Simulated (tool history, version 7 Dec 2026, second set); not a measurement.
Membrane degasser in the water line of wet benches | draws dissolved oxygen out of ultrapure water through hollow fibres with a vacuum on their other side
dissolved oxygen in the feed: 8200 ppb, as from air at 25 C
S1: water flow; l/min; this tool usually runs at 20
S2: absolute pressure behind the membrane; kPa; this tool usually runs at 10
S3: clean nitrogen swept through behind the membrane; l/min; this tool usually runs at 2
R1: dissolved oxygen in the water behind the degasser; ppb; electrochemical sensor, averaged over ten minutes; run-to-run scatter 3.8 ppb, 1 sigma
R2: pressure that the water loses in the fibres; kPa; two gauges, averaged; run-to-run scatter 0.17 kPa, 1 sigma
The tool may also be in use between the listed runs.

{"run": 1, "hour": 0.0, "S1": 20, "S2": 10, "S3": 2, "R1": 385.3, "R2": 34.64}
{"run": 2, "hour": 48.2, "S1": 20, "S2": 10, "S3": 2, "R1": 386, "R2": 34.99}
{"run": 3, "hour": 102.2, "S1": 20, "S2": 10, "S3": 0.86, "R1": 557.3, "R2": 34.88}
{"run": 4, "hour": 149.2, "S1": 20, "S2": 10, "S3": 0.86, "R1": 564.6, "R2": 34.73}
{"run": 5, "hour": 196.8, "S1": 20, "S2": 10, "S3": 0.86, "R1": 559.1, "R2": 34.73}
{"run": 6, "hour": 245.4, "S1": 20, "S2": 10, "S3": 0.86, "R1": 554.5, "R2": 34.93}
{"run": 7, "hour": 271.7, "S1": 20, "S2": 10, "S3": 0.86, "R1": 557.9, "R2": 34.59}
{"run": 8, "hour": 308.6, "S1": 20, "S2": 10, "S3": 0.86, "R1": 550.9, "R2": 34.9}
{"run": 9, "hour": 363.3, "S1": 20, "S2": 10, "S3": 0.86, "R1": 563.9, "R2": 34.91}
{"run": 10, "hour": 409.9, "S1": 20, "S2": 10, "S3": 2, "R1": 386.9, "R2": 34.64}
{"run": 11, "hour": 461.5, "S1": 20, "S2": 10, "S3": 2, "R1": 387.7, "R2": 34.98}
{"run": 12, "hour": 503.7, "S1": 20, "S2": 10, "S3": 2, "R1": 389.9, "R2": 34.69}
{"run": 13, "hour": 549.1, "S1": 20, "S2": 10, "S3": 2, "R1": 391.2, "R2": 34.85}
{"run": 14, "hour": 602.3, "S1": 20, "S2": 10, "S3": 2, "R1": 380.3, "R2": 35.05}
{"run": 15, "hour": 657.5, "S1": 20, "S2": 10, "S3": 2, "R1": 393.4, "R2": 34.99}
{"hour": 666.1, "done": "vacuum gauge calibrated"}
{"run": 16, "hour": 693.8, "S1": 20, "S2": 6.2, "S3": 2, "R1": 299.4, "R2": 34.63}
{"run": 17, "hour": 736.5, "S1": 20, "S2": 6.2, "S3": 2, "R1": 303.8, "R2": 35.03}
{"run": 18, "hour": 770.8, "S1": 20, "S2": 6.1, "S3": 2, "R1": 305.2, "R2": 35.33}
{"run": 19, "hour": 826.3, "S1": 16, "S2": 7.7, "S3": 5.26, "R1": 165.5, "R2": 28.17}
{"run": 20, "hour": 856.4, "S1": 25, "S2": 10, "S3": 2.63, "R1": 533.5, "R2": 43.7}
{"run": 21, "hour": 881.8, "S1": 25, "S2": 10, "S3": 2.63, "R1": 525.5, "R2": 43.72}
{"run": 22, "hour": 905.5, "S1": 23, "S2": 8.2, "S3": 1.39, "R1": 492.4, "R2": 40.09}
{"run": 23, "hour": 943.4, "S1": 32, "S2": 16.4, "S3": 3.03, "R1": 901.2, "R2": 55.7}
{"run": 24, "hour": 980.3, "S1": 23, "S2": 16.3, "S3": 0.8, "R1": 1007.3, "R2": 39.89}
{"run": 25, "hour": 1032.7, "S1": 30, "S2": 13.2, "S3": 4.74, "R1": 675.3, "R2": 52.23}
{"run": 26, "hour": 1069.5, "S1": 20, "S2": 10, "S3": 2.75, "R1": 356.5, "R2": 35.24}
{"run": 27, "hour": 1100.0, "S1": 20, "S2": 13.7, "S3": 2, "R1": 467.8, "R2": 34.93}
{"run": 28, "hour": 1156.8, "S1": 20, "S2": 14.9, "S3": 4.31, "R1": 363.5, "R2": 35.24}
{"run": 29, "hour": 1194.0, "S1": 27, "S2": 7, "S3": 0.93, "R1": 660.9, "R2": 46.92}
{"run": 30, "hour": 1240.2, "S1": 27, "S2": 7, "S3": 0.93, "R1": 678.2, "R2": 47.19}
{"run": 31, "hour": 1266.0, "S1": 20, "S2": 6.8, "S3": 1.81, "R1": 328.4, "R2": 35.26}

Forecast run 32:
{"run": 32, "hour": 1321.5, "S1": 20, "S2": 6.8, "S3": 1.81, "R1": "?", "R2": "?"}

R1: 321.8 ppb
R2: 35 kPa
If the tool had no hidden condition, the same run with the same run-to-run variation would have returned R1 314.6 ppb, R2 34.75 kPa.

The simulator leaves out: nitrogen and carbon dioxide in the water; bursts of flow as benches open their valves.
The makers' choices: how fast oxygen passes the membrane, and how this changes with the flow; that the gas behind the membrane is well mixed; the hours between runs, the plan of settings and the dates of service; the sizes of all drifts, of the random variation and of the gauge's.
